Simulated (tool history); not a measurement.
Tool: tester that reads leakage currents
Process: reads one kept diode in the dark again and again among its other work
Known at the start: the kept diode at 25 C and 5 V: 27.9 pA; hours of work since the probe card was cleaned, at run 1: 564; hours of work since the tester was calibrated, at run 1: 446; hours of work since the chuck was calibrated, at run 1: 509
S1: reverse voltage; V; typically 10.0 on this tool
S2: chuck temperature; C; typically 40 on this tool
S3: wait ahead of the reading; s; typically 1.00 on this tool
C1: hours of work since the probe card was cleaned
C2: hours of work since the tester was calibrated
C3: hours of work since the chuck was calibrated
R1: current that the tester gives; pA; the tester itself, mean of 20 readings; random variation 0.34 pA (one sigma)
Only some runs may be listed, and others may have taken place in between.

run	day	S1	S2	S3	C1	C2	C3	R1
1	0.000	10.0	40	1.00	564	446	509	114.06
2	1.317	10.0	40	1.00	585	467	530	114.38
3	2.738	10.0	40	1.00	608	490	553	114.09
4	3.508	10.0	40	1.00	620	502	565	114.22
5	4.933	10.0	40	1.00	643	525	588	114.40
6	5.704	10.0	40	0.62	655	537	600	115.51
7	6.717	10.0	40	0.62	671	553	616	114.92
8	7.754	10.0	21	0.62	688	570	633	35.76
9	8.738	8.5	21	0.62	703	586	648	32.80
10	9.525	8.5	21	0.62	716	598	661	32.78
11	10.625	8.5	21	0.62	733	616	679	32.93
12	11.867	8.5	21	0.62	753	635	698	33.24
13	12.592	10.0	40	1.00	765	647	710	114.39
# day 12.817: chuck's temperature calibrated
14	13.562	10.0	40	1.00	779	661	12	123.44
15	14.504	10.0	40	1.00	794	676	27	124.18
16	15.150	10.0	40	1.00	804	687	37	123.89
17	16.450	10.0	40	1.00	825	707	58	123.65
18	17.912	10.0	40	1.00	848	731	81	123.74
19	19.104	10.0	40	1.00	867	750	100	124.06
20	20.404	10.0	40	1.00	888	770	121	122.88
21	21.304	19.2	23	5.35	902	785	135	60.86
22	22.196	19.2	23	5.35	916	799	149	61.20
# day 22.388: probe card cleaned and baked
23	23.100	4.0	32	5.35	11	811	162	49.78
24	24.171	6.8	21	9.81	28	828	179	32.10
25	25.292	1.2	40	1.00	46	846	197	54.42
26	26.242	12.1	43	8.24	61	861	212	161.86
# day 26.708: probe card cleaned and baked, once more
27	26.992	12.1	43	8.24	5	871	222	144.55
28	27.979	4.3	25	4.79	20	887	238	25.83
29	29.342	2.2	34	1.25	42	909	259	41.33
30	30.471	2.2	34	1.25	60	927	277	41.45
31	31.812	2.2	34	1.25	81	948	299	41.26
32	32.508	2.2	34	1.25	92	959	310	41.22
33	33.954	2.2	27	9.91	115	982	333	23.75
34	34.729	2.2	27	9.91	128	995	345	23.87
35	35.592	6.2	24	1.00	142	1008	359	28.78
36	36.696	3.5	40	3.09	159	1026	377	74.70
37	37.429	3.5	41	1.11	171	1038	388	80.58
38	38.475	3.5	41	1.11	188	1054	405	80.73
39	39.533	11.4	35	0.79	204	1071	422	81.81
40	40.658	10.0	27	4.71	222	1089	440	42.44

Hidden condition of the tool, last listed run before each entry between runs versus first listed run after:
Logged between run 13 and run 14: chuck's temperature calibrated (day 12.817)
  stray current of the dirty probe card, pA a volt: 1.034 -> 1.054; true chuck temperature over the reading, C: -1.21 -> 0.01
  measured result minus the result with no hidden state, R1: +0.28 -> +9.98 pA
Logged between run 22 and run 23: probe card cleaned and baked (day 22.388)
  stray current of the dirty probe card, pA a volt: 1.228 -> 1.466; true chuck temperature over the reading, C: -0.23 -> -0.25
  measured result minus the result with no hidden state, R1: +22.29 -> +4.70 pA
Logged between run 26 and run 27: probe card cleaned and baked, once more (day 26.708)
  stray current of the dirty probe card, pA a volt: 1.53 -> 0.031; true chuck temperature over the reading, C: -0.34 -> -0.36
  measured result minus the result with no hidden state, R1: +13.87 -> -4.35 pA
